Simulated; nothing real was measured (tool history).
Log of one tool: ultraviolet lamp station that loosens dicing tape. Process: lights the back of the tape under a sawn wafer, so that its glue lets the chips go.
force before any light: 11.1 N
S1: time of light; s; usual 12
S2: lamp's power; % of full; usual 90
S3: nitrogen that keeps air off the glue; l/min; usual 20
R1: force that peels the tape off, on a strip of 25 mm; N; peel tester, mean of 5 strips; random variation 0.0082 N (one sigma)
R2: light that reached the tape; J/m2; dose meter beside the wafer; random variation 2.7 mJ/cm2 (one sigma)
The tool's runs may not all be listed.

run	hour	S1	S2	S3	R1	R2
1	0	12	90	20	0.539	3000
# hour 33.2: window cleaned of glue's vapour
2	83.4	12	90	20	0.624	2790
3	129.7	12	90	20	0.676	2700
4	210.6	12	90	20	0.748	2660
# hour 231: window cleaned of glue's vapour, once more
5	287.4	12	90	20	0.558	2930
6	387.3	12	90	20	0.606	2800
7	476.9	12	90	20	0.672	2680
8	534.8	12	90	34	0.44	2650
# hour 608.6: window cleaned of glue's vapour
9	622.7	12	90	20	0.681	2710
10	677.1	12	90	20	0.754	2640
# hour 757.6: lamp changed
11	763.2	12	69	20	0.779	2610
12	812.2	12	69	20	0.797	2540
13	863.1	12	69	20	0.829	2470
14	923.7	12	90	20	0.428	3200
# hour 984.6: window cleaned of glue's vapour
15	992.8	12	90	20	0.386	3320
16	1084.7	12	67	9	1.888	2310
17	1158.1	12	67	9	1.981	2330
18	1239.5	12	67	9	2.096	2220
19	1284.6	12	67	9	2.128	2190
# hour 1361.2: window cleaned of glue's vapour
20	1381	10	91	20	0.817	2550
21	1479.4	10	90	37	0.514	2390
22	1577.2	10	90	37	0.612	2260
23	1631	15	63	20	0.947	2380
24	1683.2	11	69	10	2.558	1830
25	1730.3	12	75	30	0.852	2140
# hour 1739.5: window cleaned of glue's vapour
26	1831.6	12	71	12	1.908	2030
27	1885.5	13	86	32	0.473	2640
# hour 1951.2: lamp changed
28	1984.9	23	76	11	0.198	5370

Hidden state or all else? Some run-to-run changes of R1, split into what the settings, what came in and random variation would give without the hidden state, and what is left for the hidden state (with any gauge scatter that isn't in both results):
The hidden state here: lamp's light, % of a new lamp's; light that the window lets through, % of a clean one's; drift of the gauge itself on peel_n, %; drift of the gauge itself on dose_mj_cm2, %.
Run 23 -> 24: S1 15 -> 11, S2 63 -> 69, S3 20 -> 10. R1 +1.611 N: hidden state +0.519, all else +1.092.
Run 24 -> 25: S1 11 -> 12, S2 69 -> 75, S3 10 -> 30. R1 -1.706 N: hidden state -0.503, all else -1.203.
Run 26 -> 27: S1 12 -> 13, S2 71 -> 86, S3 12 -> 32. R1 -1.435 N: hidden state -0.577, all else -0.858.
